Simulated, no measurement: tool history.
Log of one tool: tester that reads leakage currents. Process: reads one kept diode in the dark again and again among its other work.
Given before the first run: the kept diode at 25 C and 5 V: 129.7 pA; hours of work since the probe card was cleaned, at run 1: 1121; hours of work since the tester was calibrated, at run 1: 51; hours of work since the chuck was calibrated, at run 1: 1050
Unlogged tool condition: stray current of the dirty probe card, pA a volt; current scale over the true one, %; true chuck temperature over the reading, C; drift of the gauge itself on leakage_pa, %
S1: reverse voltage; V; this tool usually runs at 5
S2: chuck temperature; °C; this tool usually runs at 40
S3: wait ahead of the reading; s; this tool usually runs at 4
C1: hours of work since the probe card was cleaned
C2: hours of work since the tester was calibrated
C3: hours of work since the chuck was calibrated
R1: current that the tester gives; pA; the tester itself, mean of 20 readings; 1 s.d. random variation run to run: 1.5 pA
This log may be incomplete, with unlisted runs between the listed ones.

run	hour	S1	S2	S3	C1	C2	C3	R1
1	0	5	40	4	1121	51	1050	541.13
2	23.7	5	40	4	1132	63	1061	542.03
3	57.7	13.03	40	4	1148	79	1078	763.81
4	91.5	13.03	25	4	1165	95	1094	218.25
5	107.6	5	40	4	1172	103	1102	540.16
6	134.4	5	40	4	1185	115	1114	543.59
7	149.4	5	40	4	1192	123	1121	542.81
8	179.2	5	40	4	1207	137	1136	547.54
9	205.1	5	40	4	1219	149	1148	544.4
10	226.3	5	40	4	1229	159	1158	544.1
11	255	5	40	4	1243	173	1172	544.91
12	275.1	5	40	4	1252	183	1182	546.61
13	306.3	5	40	4	1267	198	1196	547.88
14	340.3	5	40	4	1284	214	1213	546.42
15	364	5.27	40	4	1295	225	1224	560.77
16	381.9	4.19	40	4	1303	234	1233	513.01
17	412.9	12.39	40	4	1318	249	1247	761.92
18	427.6	5.31	51	4	1325	256	1254	1364.42
19	458.5	5.31	51	4	1340	270	1269	1367.98
20	486.3	1.66	40	0.48	1353	284	1282	374.49
21	500.8	3.9	60	1.25	1360	291	1289	2441.22
22	524	4.84	59	1.75	1371	302	1300	2439.77
23	546.5	4.84	59	1.75	1382	312	1311	2446.84
24	564.7	4.84	59	1.75	1391	321	1320	2435.51
25	586	2.19	28	1.51	1401	331	1330	147.16
26	605.7	2.19	28	1.51	1410	341	1340	147.65
27	639.6	2.19	28	1.51	1427	357	1356	146.93
28	664.3	2.19	28	1.51	1438	369	1368	147.91
29	690.7	3.41	28	2.62	1451	381	1380	174.25
30	707.3	3.41	28	2.62	1459	389	1388	175.17
31	738.6	3.41	28	1.2	1474	404	1403	173.86
32	762.2	3.35	44	1.48	1485	415	1414	673.71
33	784.1	2.99	44	1.6	1496	426	1425	644.69
34	810.6	2.99	44	1.6	1508	439	1437	645.12

4 ways to go on from here, each from the tool as it stands after run 34. What would each give?
A	832.7	2.18	24	1.89	1519	449	1448	?
B	832.7	9.73	26	3.86	1519	449	1448	?
C	832.7	15.24	44	1.6	1519	449	1448	?
D	832.7	8.44	51	1.6	1519	449	1448	?

run	R1
A	104.39
B	221.14
C	1155.65
D	1618.4
With the hidden condition removed and each run's random variation left untouched, the same runs would have given:
run	R1
A	89.17
B	180.28
C	1016.82
D	1452.91

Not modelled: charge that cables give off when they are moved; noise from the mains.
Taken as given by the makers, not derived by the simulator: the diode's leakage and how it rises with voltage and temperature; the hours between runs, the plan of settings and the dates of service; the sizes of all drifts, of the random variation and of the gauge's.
